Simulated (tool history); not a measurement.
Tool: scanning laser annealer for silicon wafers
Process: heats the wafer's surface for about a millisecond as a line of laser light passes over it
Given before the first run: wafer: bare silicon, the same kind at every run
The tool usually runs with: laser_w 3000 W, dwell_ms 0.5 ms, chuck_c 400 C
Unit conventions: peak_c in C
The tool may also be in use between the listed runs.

run 1 day=0 | laser_w=3000 dwell_ms=0.5 chuck_c=400 | peak_c=1080
run 2 day=1.346 | laser_w=3000 dwell_ms=0.5 chuck_c=400 | peak_c=1083
run 3 day=2.708 | laser_w=3000 dwell_ms=0.5 chuck_c=400 | peak_c=1084
run 4 day=3.896 | laser_w=3000 dwell_ms=0.5 chuck_c=400 | peak_c=1082
run 5 day=4.596 | laser_w=3000 dwell_ms=0.5 chuck_c=400 | peak_c=1081
run 6 day=5.738 | laser_w=3000 dwell_ms=0.5 chuck_c=400 | peak_c=1076
run 7 day=6.458 | laser_w=3000 dwell_ms=0.5 chuck_c=400 | peak_c=1082
run 8 day=7.45 | laser_w=3000 dwell_ms=0.5 chuck_c=400 | peak_c=1077
run 9 day=8.354 | laser_w=3000 dwell_ms=0.5 chuck_c=403 | peak_c=1079
run 10 day=9.596 | laser_w=3000 dwell_ms=0.5 chuck_c=403 | peak_c=1077
run 11 day=10.942 | laser_w=3000 dwell_ms=0.5 chuck_c=400 | peak_c=1077
run 12 day=12.212 | laser_w=3000 dwell_ms=0.536 chuck_c=400 | peak_c=1105
run 13 day=13.283 | laser_w=3000 dwell_ms=0.381 chuck_c=400 | peak_c=980
run 14 day=13.975 | laser_w=3000 dwell_ms=0.381 chuck_c=400 | peak_c=981
run 15 day=15.392 | laser_w=3000 dwell_ms=0.381 chuck_c=400 | peak_c=977
run 16 day=16.258 | laser_w=3000 dwell_ms=0.381 chuck_c=400 | peak_c=978
run 17 day=16.942 | laser_w=3000 dwell_ms=0.381 chuck_c=400 | peak_c=973
run 18 day=18.175 | laser_w=3000 dwell_ms=0.381 chuck_c=400 | peak_c=976
run 19 day=19.575 | laser_w=3000 dwell_ms=0.5 chuck_c=400 | peak_c=1070
run 20 day=20.854 | laser_w=3000 dwell_ms=0.5 chuck_c=400 | peak_c=1072
run 21 day=22.067 | laser_w=3101 dwell_ms=0.5 chuck_c=419 | peak_c=1112
run 22 day=23.35 | laser_w=3101 dwell_ms=0.5 chuck_c=419 | peak_c=1111
run 23 day=24.533 | laser_w=3101 dwell_ms=0.5 chuck_c=419 | peak_c=1109
run 24 day=25.375 | laser_w=3101 dwell_ms=0.5 chuck_c=419 | peak_c=1109
run 25 day=26.1 | laser_w=2790 dwell_ms=0.5 chuck_c=400 | peak_c=1019
run 26 day=27.558 | laser_w=3000 dwell_ms=0.491 chuck_c=390 | peak_c=1044
run 27 day=28.25 | laser_w=3000 dwell_ms=0.493 chuck_c=400 | peak_c=1059
run 28 day=29.517 | laser_w=2847 dwell_ms=0.403 chuck_c=390 | peak_c=943
run 29 day=30.8 | laser_w=2807 dwell_ms=0.385 chuck_c=388 | peak_c=917
run 30 day=31.767 | laser_w=2815 dwell_ms=0.402 chuck_c=366 | peak_c=911
run 31 day=33.379 | laser_w=2815 dwell_ms=0.436 chuck_c=366 | peak_c=949
run 32 day=34.333 | laser_w=3125 dwell_ms=0.494 chuck_c=384 | peak_c=1084
run 33 day=35.729 | laser_w=3125 dwell_ms=0.494 chuck_c=384 | peak_c=1087
run 34 day=36.792 | laser_w=3125 dwell_ms=0.494 chuck_c=384 | peak_c=1082
run 35 day=38 | laser_w=3125 dwell_ms=0.463 chuck_c=418 | peak_c=1092
run 36 day=38.754 | laser_w=3125 dwell_ms=0.463 chuck_c=418 | peak_c=1091
run 37 day=40.096 | laser_w=2873 dwell_ms=0.598 chuck_c=382 | peak_c=1091
run 38 day=41.217 | laser_w=3152 dwell_ms=0.545 chuck_c=382 | peak_c=1123
run 39 day=42.683 | laser_w=3152 dwell_ms=0.545 chuck_c=382 | peak_c=1123
run 40 day=43.467 | laser_w=2599 dwell_ms=0.408 chuck_c=387 | peak_c=930

Taken out of this log: 3 entries between the listed runs. Where each belongs, and how the hidden state differs across it:
Logged between run 25 and run 26: optics aligned, line set to its width (day 26.404)
  light that passes the window, % of a clean one's: 95.57 -> 95.47; laser's true power over the reading, %: 0.97 -> 0.98; width of the line over the set one, %: 3.43 -> 4.3
  measured result minus the result with no hidden state, peak_c: -35 -> -42 C
Logged between run 30 and run 31: optics aligned, line set to its width, once more (day 32.858)
  light that passes the window, % of a clean one's: 95.15 -> 95.04; laser's true power over the reading, %: 1.03 -> 1.04; width of the line over the set one, %: 4.41 -> 0.01
  measured result minus the result with no hidden state, peak_c: -36 -> -26 C
Logged between run 39 and run 40: window over the wafer cleaned (day 42.883)
  light that passes the window, % of a clean one's: 94.33 -> 99.63; laser's true power over the reading, %: 1.14 -> 1.15; width of the line over the set one, %: 0.25 -> 0.26
  measured result minus the result with no hidden state, peak_c: -40 -> +4 C
